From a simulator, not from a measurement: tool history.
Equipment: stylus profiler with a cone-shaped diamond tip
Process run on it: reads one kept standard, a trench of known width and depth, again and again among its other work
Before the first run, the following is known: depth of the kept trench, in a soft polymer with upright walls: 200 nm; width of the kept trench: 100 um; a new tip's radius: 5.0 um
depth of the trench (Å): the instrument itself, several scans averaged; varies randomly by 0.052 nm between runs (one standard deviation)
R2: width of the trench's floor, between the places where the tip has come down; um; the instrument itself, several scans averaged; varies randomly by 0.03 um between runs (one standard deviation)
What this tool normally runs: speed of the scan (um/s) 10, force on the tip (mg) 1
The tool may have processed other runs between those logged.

Run 1, hour 0: usual settings. Result: depth of the trench (Å) 2013.4, R2 96.63 um.
Run 2, hour 83.8: usual settings but speed of the scan (um/s) 2. Result: depth of the trench (Å) 2011.7, R2 96.63 um.
Run 3, hour 130.7: usual settings but speed of the scan (um/s) 2. Result: depth of the trench (Å) 2011.8, R2 96.58 um.
Run 4, hour 237.2: usual settings. Result: depth of the trench (Å) 2011, R2 96.54 um.
Run 5, hour 330.7: usual settings but force on the tip (mg) 0.34. Result: depth of the trench (Å) 2004.3, R2 96.51 um.
Run 6, hour 411: usual settings but force on the tip (mg) 0.34. Result: depth of the trench (Å) 2003.6, R2 96.52 um.
Run 7, hour 490.2: usual settings but force on the tip (mg) 0.39. Result: depth of the trench (Å) 2004.3, R2 96.48 um.
Run 8, hour 601.7: usual settings but force on the tip (mg) 0.39. Result: depth of the trench (Å) 2002.7, R2 96.45 um.
Run 9, hour 714.4: usual settings but speed of the scan (um/s) 7, force on the tip (mg) 0.39. Result: depth of the trench (Å) 2003.3, R2 96.47 um.
Run 10, hour 766.2: usual settings but speed of the scan (um/s) 5. Result: depth of the trench (Å) 2009.2, R2 96.47 um.
Run 11, hour 857.5: usual settings but force on the tip (mg) 2.79. Result: depth of the trench (Å) 2020.8, R2 96.4 um.
Run 12, hour 969: usual settings but force on the tip (mg) 2.79. Result: depth of the trench (Å) 2020.9, R2 96.47 um.
At hour 1030.8: new tip fitted, height scale calibrated.
Run 13, hour 1035.6: usual settings but force on the tip (mg) 2.79. Result: depth of the trench (Å) 2025.3, R2 97.2 um.
Run 14, hour 1135.7: usual settings but force on the tip (mg) 2.79. Result: depth of the trench (Å) 2025.9, R2 97.14 um.
Run 15, hour 1237.8: usual settings but speed of the scan (um/s) 16. Result: depth of the trench (Å) 2011.2, R2 97.16 um.
Run 16, hour 1327.9: usual settings but speed of the scan (um/s) 32, force on the tip (mg) 2.65. Result: depth of the trench (Å) 2024.5, R2 97.11 um.
At hour 1335.8: height scale calibrated on a step standard.
Run 17, hour 1397.4: usual settings but speed of the scan (um/s) 32, force on the tip (mg) 2.65. Result: depth of the trench (Å) 2023, R2 97.08 um.
Run 18, hour 1501.5: usual settings but speed of the scan (um/s) 40, force on the tip (mg) 2.37. Result: depth of the trench (Å) 2021.3, R2 97.03 um.
Run 19, hour 1572.9: usual settings but speed of the scan (um/s) 30, force on the tip (mg) 1.15. Result: depth of the trench (Å) 2011.3, R2 96.99 um.
Run 20, hour 1677: usual settings but speed of the scan (um/s) 15, force on the tip (mg) 0.39. Result: depth of the trench (Å) 2002.9, R2 96.97 um.
Run 21, hour 1778.5: usual settings but speed of the scan (um/s) 27, force on the tip (mg) 0.7. Result: depth of the trench (Å) 2005.8, R2 96.91 um.
Run 22, hour 1846.3: usual settings but speed of the scan (um/s) 27, force on the tip (mg) 0.7. Result: depth of the trench (Å) 2007.2, R2 96.9 um.
Run 23, hour 1919.3: usual settings but speed of the scan (um/s) 4, force on the tip (mg) 0.34. Result: depth of the trench (Å) 2001.8, R2 97 um.
Run 24, hour 1975.9: usual settings but speed of the scan (um/s) 4, force on the tip (mg) 0.34. Result: depth of the trench (Å) 2002.3, R2 96.96 um.
At hour 2037.9: height scale calibrated on a step standard, once more.
Run 25, hour 2088.9: usual settings but speed of the scan (um/s) 3, force on the tip (mg) 0.76. Result: depth of the trench (Å) 2010.3, R2 96.97 um.
Run 26, hour 2165.5: usual settings but speed of the scan (um/s) 3, force on the tip (mg) 0.76. Result: depth of the trench (Å) 2011, R2 96.9 um.
Run 27, hour 2242.8: usual settings but speed of the scan (um/s) 24, force on the tip (mg) 0.73. Result: depth of the trench (Å) 2010.5, R2 96.86 um.
Run 28, hour 2296.1: usual settings but speed of the scan (um/s) 24, force on the tip (mg) 0.73. Result: depth of the trench (Å) 2009.3, R2 96.78 um.
Run 29, hour 2403.1: usual settings but speed of the scan (um/s) 4, force on the tip (mg) 1.62. Result: depth of the trench (Å) 2017, R2 96.87 um.

Consider 5 possible next runs. They are alternatives, not a sequence: every one starts from the tool as it was left by run 29. What does each give?
Run A, hour 2475.8: usual settings but speed of the scan (um/s) 30. Result: depth of the trench (Å) ?, R2 ?.
Run B, hour 2475.8: usual settings but speed of the scan (um/s) 11, force on the tip (mg) 2.15. Result: depth of the trench (Å) ?, R2 ?.
Run C, hour 2475.8: usual settings but speed of the scan (um/s) 6, force on the tip (mg) 1.07. Result: depth of the trench (Å) ?, R2 ?.
Run D, hour 2475.8: usual settings but speed of the scan (um/s) 4, force on the tip (mg) 0.93. Result: depth of the trench (Å) ?, R2 ?.
Run E, hour 2475.8: usual settings but speed of the scan (um/s) 40, force on the tip (mg) 1.29. Result: depth of the trench (Å) ?, R2 ?.

run  depth of the trench (Å)     R2
  A                   2012.3  96.76
  B                   2020.6  96.91
  C                   2012.6  96.85
  D                   2011.2  96.92
  E                   2014.2  96.77
Without the tool's unlogged condition, the same runs would have read:
run  depth of the trench (Å)     R2
  A                   2013.9  97.09
  B                   2022.1  97.23
  C                   2014.1  97.18
  D                   2012.8  97.25
  E                   2015.8   97.1
